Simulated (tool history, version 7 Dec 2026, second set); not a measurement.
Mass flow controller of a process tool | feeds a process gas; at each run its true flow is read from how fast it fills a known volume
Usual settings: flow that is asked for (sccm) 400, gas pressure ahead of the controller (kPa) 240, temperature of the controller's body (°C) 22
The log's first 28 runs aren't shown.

| run | day | flow that is asked for (sccm) | gas pressure ahead of the controller (kPa) | temperature of the controller's body (°C) | hours of work since the controller was set to zero | hours of work since the controller was changed | true flow (%) |
|---|---|---|---|---|---|---|---|
| 29 | 222.467 | 163 | 274 | 35 | 978 | 4104 | 100.03 |
| 30 | 227.246 | 104 | 176 | 35 | 1026 | 4152 | 100.69 |
| 31 | 235.029 | 132 | 269 | 37 | 1104 | 4230 | 100.72 |
| 32 | 243.992 | 208 | 261 | 22 | 1195 | 4321 | 99.28 |
| 33 | 252.833 | 208 | 261 | 22 | 1284 | 4410 | 99.26 |
| 34 | 259.321 | 208 | 261 | 22 | 1349 | 4475 | 99.37 |
| 35 | 266.704 | 208 | 261 | 22 | 1424 | 4550 | 99.45 |
| 36 | 273.012 | 400 | 183 | 34 | 1488 | 4614 | 99.59 |
| 37 | 279.371 | 400 | 183 | 34 | 1552 | 4678 | 99.66 |

Forecast run 38:
| 38 | 284.429 | 400 | 183 | 34 | 1603 | 4729 | ? |

true flow (%): 99.45
Without the tool's hidden state the same run would have given true flow (%) 99.25.
